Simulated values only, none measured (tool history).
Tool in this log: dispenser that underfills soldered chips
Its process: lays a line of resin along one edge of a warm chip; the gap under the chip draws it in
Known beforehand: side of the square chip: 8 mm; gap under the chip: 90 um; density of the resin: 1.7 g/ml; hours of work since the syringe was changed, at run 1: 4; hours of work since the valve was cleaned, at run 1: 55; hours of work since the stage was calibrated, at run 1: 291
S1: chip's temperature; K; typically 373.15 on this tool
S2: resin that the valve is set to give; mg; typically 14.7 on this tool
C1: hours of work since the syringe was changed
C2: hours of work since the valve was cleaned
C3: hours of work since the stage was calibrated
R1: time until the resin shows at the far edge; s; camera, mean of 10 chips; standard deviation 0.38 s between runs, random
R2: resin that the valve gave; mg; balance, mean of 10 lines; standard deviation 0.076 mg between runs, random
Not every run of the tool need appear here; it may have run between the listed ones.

run   hour      S1    S2  C1   C2   C3    R1     R2
  1    0.0  373.15  14.7   4   55  291  25.1  13.94
       3.1  -- new syringe of resin
  2   10.6  373.15  14.7   5   62  298  26.4  13.88
      12.1  -- new syringe of resin
      20.3  -- new syringe of resin
  3   23.2  358.15  14.7   2   70  306  44.4  13.82
      28.9  -- new syringe of resin
  4   33.8  386.15  14.7   3   77  313  14.6  13.94
      37.7  -- new syringe of resin
  5   42.7  386.15  14.7   3   83  319  14.8  13.74
      46.0  -- new syringe of resin
  6   48.2  373.15  14.7   1   86  322  23.3  13.71
      54.3  -- new syringe of resin
  7   61.3  373.15  14.7   5   95  331  26.3  13.68
      62.8  -- new syringe of resin
  8   68.2  373.15  14.7   4   99  335  25.6  13.47
      71.5  -- new syringe of resin
      80.2  -- new syringe of resin
  9   80.8  373.15  14.7   0  107  343  21.3  13.49
      88.5  -- new syringe of resin
 10   90.2  373.15  14.7   1  113  350  22.7  13.33
      96.9  -- new syringe of resin
 11  100.5  373.15  14.7   2  120  356  24.3  13.22
     105.2  -- new syringe of resin
 12  110.4  375.15  14.7   3  126  363  21.7  13.27
     114.2  -- new syringe of resin
 13  116.0  373.15  12.8   1  130  366  24.1  11.59
     122.4  -- new syringe of resin
     123.4  -- dispensing valve cleaned and set on the balance
 14  123.4  373.15  12.8   0    0  370  20.6  12.79
     131.8  -- new syringe of resin
 15  132.3  373.15  12.8   0    6  376  21.6  12.89
 16  137.8  373.15  12.8   4    9  380  25.6  12.63
     140.4  -- new syringe of resin
 17  143.5  373.15  15.7   2   13  383  22.6  15.66

Run 18, settings as shown, results not yet in. Your forecast:
     148.9  -- new syringe of resin
 18  152.9  379.15  13.0   3  19  390   ?   ?

Run 18 produced R1 20.0 s, R2 12.66 mg.
Were there no unlogged condition in the tool, this run, its random variation unchanged, would have produced R1 19.4 s, R2 12.87 mg.

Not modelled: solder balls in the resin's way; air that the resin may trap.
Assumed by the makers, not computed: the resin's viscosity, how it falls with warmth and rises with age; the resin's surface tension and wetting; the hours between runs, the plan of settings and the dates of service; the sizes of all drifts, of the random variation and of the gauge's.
